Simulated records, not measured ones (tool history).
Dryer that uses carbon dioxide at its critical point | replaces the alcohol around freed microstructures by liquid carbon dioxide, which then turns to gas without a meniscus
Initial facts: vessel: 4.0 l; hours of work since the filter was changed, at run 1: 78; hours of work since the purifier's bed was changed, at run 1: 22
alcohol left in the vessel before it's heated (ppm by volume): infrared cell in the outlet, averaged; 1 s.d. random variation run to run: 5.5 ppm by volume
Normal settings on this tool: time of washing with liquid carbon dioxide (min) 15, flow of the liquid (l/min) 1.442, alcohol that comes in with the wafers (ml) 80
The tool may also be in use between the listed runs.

| run | day | time of washing with liquid carbon dioxide (min) | flow of the liquid (l/min) | alcohol that comes in with the wafers (ml) | hours of work since the filter was changed | hours of work since the purifier's bed was changed | alcohol left in the vessel before it's heated (ppm by volume) |
|---|---|---|---|---|---|---|---|
| 1 | 0 | 15 | 1.442 | 80 | 78 | 22 | 180 |
| 2 | 0.404 | 15 | 2.33 | 80 | 81 | 25 | 25 |
| 3 | 0.679 | 15 | 1.442 | 27 | 84 | 28 | 62 |
| 4 | 0.954 | 15 | 1.442 | 27 | 87 | 30 | 69 |
| 5 | 1.225 | 15 | 1.442 | 23 | 89 | 33 | 64 |
| 6 | 1.467 | 15 | 1.442 | 23 | 91 | 35 | 60 |
| 7 | 1.675 | 15 | 1.442 | 23 | 93 | 37 | 65 |
| 8 | 1.871 | 15 | 1.442 | 23 | 95 | 39 | 62 |
| 9 | 2.108 | 15 | 1.442 | 23 | 97 | 41 | 70 |
| 10 | 2.283 | 21 | 1.442 | 80 | 99 | 43 | 33 |
| 11 | 2.579 | 21 | 1.442 | 80 | 102 | 46 | 47 |
| 12 | 2.808 | 15 | 1.442 | 80 | 104 | 48 | 190 |
| 13 | 3.138 | 15 | 1.442 | 80 | 107 | 51 | 200 |
| 14 | 3.492 | 15 | 1.442 | 80 | 110 | 54 | 201 |
| 15 | 3.796 | 15 | 1.442 | 64 | 113 | 57 | 158 |
| 16 | 4.025 | 15 | 1.442 | 64 | 115 | 59 | 165 |
| 17 | 4.4 | 15 | 1.442 | 20 | 118 | 62 | 68 |
| 18 | 4.783 | 15 | 1.442 | 80 | 122 | 66 | 209 |
| 19 | 4.967 | 21 | 1.442 | 80 | 124 | 68 | 61 |
| 20 | 5.262 | 15 | 1.59 | 80 | 126 | 70 | 138 |
| 21 | 5.5 | 12 | 1.04 | 28 | 129 | 72 | 466 |
| 22 | 5.708 | 10 | 1.442 | 53 | 131 | 74 | 604 |

Estimate the outcome of run 23 from the log above:
| 23 | 5.946 | 10 | 1.39 | 53 | 133 | 77 | ? |

alcohol left in the vessel before it's heated (ppm by volume): 682
If the tool had no hidden condition, the same run with the same run-to-run variation would have returned alcohol left in the vessel before it's heated (ppm by volume) 576.
